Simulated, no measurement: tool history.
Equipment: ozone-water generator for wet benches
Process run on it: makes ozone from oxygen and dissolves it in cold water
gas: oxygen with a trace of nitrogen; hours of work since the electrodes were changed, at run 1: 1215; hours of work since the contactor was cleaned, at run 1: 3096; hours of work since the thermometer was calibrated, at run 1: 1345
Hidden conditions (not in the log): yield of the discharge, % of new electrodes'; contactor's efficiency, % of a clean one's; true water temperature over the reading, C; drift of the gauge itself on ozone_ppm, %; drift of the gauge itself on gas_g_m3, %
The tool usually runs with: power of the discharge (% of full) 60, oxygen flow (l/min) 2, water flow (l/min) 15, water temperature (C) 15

run     day  power of the discharge (% of full)  oxygen flow (l/min)  water flow (l/min)  water temperature (C)  hours of work since the electrodes were changed  hours of work since the contactor was cleaned  hours of work since the thermometer was calibrated  dissolved ozone (ppm)  ozone in the gas ahead of the water (g/m3)
  1       0                                  60                    2                  15                     15                                             1215                                           3096                                                1345                   16.5                                       202.1
  2   3.408                                  60                    2                  15                     15                                             1289                                           3171                                                1420                   16.2                                       202.1
  3   5.771                                  60                    2                  15                     15                                             1341                                           3223                                                1471                   16.4                                       201.3
  4   7.667                                  60                    2                  14                     15                                             1383                                           3265                                                1513                   17.1                                       200.9
  5   9.642                                  48                    2                  14                     15                                             1426                                           3308                                                1557                     14                                       165.3
  6  13.188                                  48                    2                  14                     15                                             1504                                           3386                                                1634                   14.1                                       165.3
  7  16.879                                  48                    2                  14                     15                                             1585                                           3467                                                1716                   13.9                                       166.4
  8  18.942                                  48                    2                  14                     15                                             1631                                           3513                                                1761                   14.1                                       166.8
  9  21.067                                  48                    2                  14                     15                                             1677                                           3559                                                1808                   14.1                                       167.4
 10  23.129                                  48                    2                  14                     15                                             1723                                           3605                                                1853                   14.2                                       165.9
 11  26.321                                  60                    2                  15                     15                                             1793                                           3675                                                1923                   16.4                                       202.7
 12  28.292                                  60                    2                  15                     15                                             1836                                           3718                                                1966                   16.3                                         203
 13  30.079                                  60                    2                  15                     15                                             1875                                           3757                                                2006                   16.4                                       201.4
 14  32.642                                  60                    2                  15                     15                                             1932                                           3814                                                2062                   16.6                                       199.7
 15  36.346                                  60                    2                  15                     15                                             2013                                           3895                                                2143                   16.4                                       203.6
 16  39.479                                  79                 2.59                  12                     10                                             2082                                           3964                                                2212                   28.4                                       235.3
     41.033  -- contactor cleaned
 17  41.779                                  79                 2.59                  12                     10                                             2129                                             16                                                2259                   28.5                                       233.4
 18  45.717                                  83                 1.66                  12                     18                                             2215                                            103                                                2346                   23.6                                       283.7
 19  47.638                                  43                 2.93                  17                      9                                             2258                                            145                                                2388                   13.6                                       134.5
 20  51.662                                  98                    2                  12                     12                                             2346                                            234                                                2476                   31.1                                       311.8
 21  55.012                                  98                    2                  12                     12                                             2420                                            307                                                2550                     31                                       314.6
 22  57.238                                  98                    2                  12                     12                                             2469                                            356                                                2599                   31.2                                       309.1
 23   59.45                                  83                 2.73                  15                     15                                             2517                                            405                                                2647                   24.2                                       244.1
 24  61.771                                  83                 2.73                  15                     15                                             2568                                            456                                                2698                     24                                       243.9
 25  65.538                                  60                    2                  18                     12                                             2651                                            538                                                2781                   14.4                                       203.6
 26  69.054                                  47                    2                  15                     15                                             2728                                            616                                                2858                   13.2                                       164.1
 27  71.083                                  47                    2                  15                     15                                             2773                                            660                                                2903                   13.1                                       164.4
 28  73.475                                  47                  1.7                  15                      9                                             2825                                            713                                                2955                   12.8                                       172.3

Below are 3 alternative next runs, each starting from the tool's condition after run 28. Predict each:
  A  75.571                                  86                 1.69                  15                      9                                             2871                                            759                                                3002                      ?                                           ?
  B  75.571                                  47                 1.41                  15                      9                                             2871                                            759                                                3002                      ?                                           ?
  C  75.571                                  65                 1.57                  15                      9                                             2871                                            759                                                3002                      ?                                           ?

run  dissolved ozone (ppm)  ozone in the gas ahead of the water (g/m3)
  A                   21.6                                       295.3
  B                   11.7                                       183.2
  C                   16.4                                         233
With the hidden condition removed and each run's random variation left untouched, the same runs would have given:
run  dissolved ozone (ppm)  ozone in the gas ahead of the water (g/m3)
  A                   21.6                                       295.9
  B                   11.7                                       183.4
  C                   16.4                                       233.4
